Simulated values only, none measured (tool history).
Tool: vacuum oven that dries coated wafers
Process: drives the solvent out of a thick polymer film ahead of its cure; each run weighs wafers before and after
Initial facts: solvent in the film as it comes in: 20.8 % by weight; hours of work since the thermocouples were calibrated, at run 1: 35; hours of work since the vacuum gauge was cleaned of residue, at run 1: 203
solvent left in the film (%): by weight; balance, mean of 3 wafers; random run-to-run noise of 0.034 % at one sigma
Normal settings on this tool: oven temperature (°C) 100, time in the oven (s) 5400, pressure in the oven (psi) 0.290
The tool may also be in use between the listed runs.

run,day,oven temperature (°C),time in the oven (s),pressure in the oven (psi),hours of work since the thermocouples were calibrated,hours of work since the vacuum gauge was cleaned of residue,solvent left in the film (%)
1,0.000,100,5400,0.290,35,203,2.70
2,0.579,100,5400,0.290,43,210,2.69
3,1.592,100,5400,0.290,56,224,2.72
4,2.408,100,5400,0.290,67,235,2.65
5,3.146,100,5400,0.290,77,245,2.73
6,3.771,100,5400,0.290,86,253,2.72
7,4.821,100,6720,0.290,100,268,2.12
8,5.512,100,6720,0.290,109,277,2.11
9,6.417,94,6720,0.290,121,289,3.67
10,7.479,100,5400,0.297,136,303,2.72
11,8.625,100,8820,0.290,151,319,1.78
# day 8.746: vacuum gauge cleaned of residue and calibrated
12,9.667,100,8820,0.290,164,12,1.76
13,10.179,100,5400,0.290,171,19,2.74
14,11.279,100,5400,0.290,186,34,2.69
15,12.425,107,5400,0.202,202,50,1.15
16,13.217,115,3720,0.149,212,60,0.67

Forecast run 17:
17,13.833,115,3720,0.149,221,69,?

Run 17 gave solvent left in the film (%) 0.66.
Take away the tool's hidden state, keep the run-to-run variation as it was, and the same run would have given solvent left in the film (%) 0.60.
